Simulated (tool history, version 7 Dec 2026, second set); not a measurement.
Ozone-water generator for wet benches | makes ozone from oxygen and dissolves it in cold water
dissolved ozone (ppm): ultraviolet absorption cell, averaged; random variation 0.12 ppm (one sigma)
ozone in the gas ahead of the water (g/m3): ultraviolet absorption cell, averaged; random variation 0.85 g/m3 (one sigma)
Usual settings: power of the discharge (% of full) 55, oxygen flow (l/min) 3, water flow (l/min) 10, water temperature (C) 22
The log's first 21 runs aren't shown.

run     day  power of the discharge (% of full)  oxygen flow (l/min)  water flow (l/min)  water temperature (C)  hours of work since the electrodes were changed  hours of work since the contactor was cleaned  hours of work since the thermometer was calibrated  dissolved ozone (ppm)  ozone in the gas ahead of the water (g/m3)
 22  31.817                                  49                 2.06                  10                     28                                             1517                                            169                                                 551                   10.1                                       155.3
 23  33.829                                  81                 3.67                   9                     28                                             1563                                            215                                                 597                   13.6                                       153.3
 24  35.333                                  67                 2.51                   6                     22                                             1596                                            249                                                 630                     19                                       168.9
 25  36.979                                  72                    3                  13                     21                                             1634                                            286                                                 668                   11.5                                       159.9
 26  38.767                                  55                 5.06                  12                     22                                             1674                                            326                                                 708                    9.1                                        93.7
 27  40.321                                  55                 5.06                  12                     22                                             1709                                            361                                                 743                    8.9                                        92.1
 28  41.317                                  82                 2.37                  10                     26                                             1732                                            384                                                 766                   14.6                                       202.2
 29  42.804                                  41                 2.81                  10                     22                                             1765                                            417                                                 799                    9.3                                       109.1
 30  44.558                                  80                    3                  10                     22                                             1805                                            457                                                 839                   14.7                                       170.8
 31  45.888                                  55                 2.22                  16                     22                                             1835                                            487                                                 869                    7.8                                       158.4

Forecast each of these 5 alternatives for the next run:
  A  46.875                                  55                 2.22                  13                     22                                             1857                                            509                                                 891                      ?                                           ?
  B  46.875                                  48                    3                  14                     22                                             1857                                            509                                                 891                      ?                                           ?
  C  46.875                                  55                    3                  10                     29                                             1857                                            509                                                 891                      ?                                           ?
  D  46.875                                  75                 2.04                  16                     23                                             1857                                            509                                                 891                      ?                                           ?
  E  46.875                                  55                 2.39                   9                     14                                             1857                                            509                                                 891                      ?                                           ?

run  dissolved ozone (ppm)  ozone in the gas ahead of the water (g/m3)
  A                    9.3                                       158.6
  B                    7.9                                       118.1
  C                    9.8                                       129.1
  D                    9.6                                       207.5
  E                   14.1                                       150.5
Without the tool's hidden state the same runs would have given:
run  dissolved ozone (ppm)  ozone in the gas ahead of the water (g/m3)
  A                     10                                       168.3
  B                    8.4                                       124.5
  C                   10.4                                       137.1
  D                   10.4                                       224.1
  E                   15.1                                       159.8
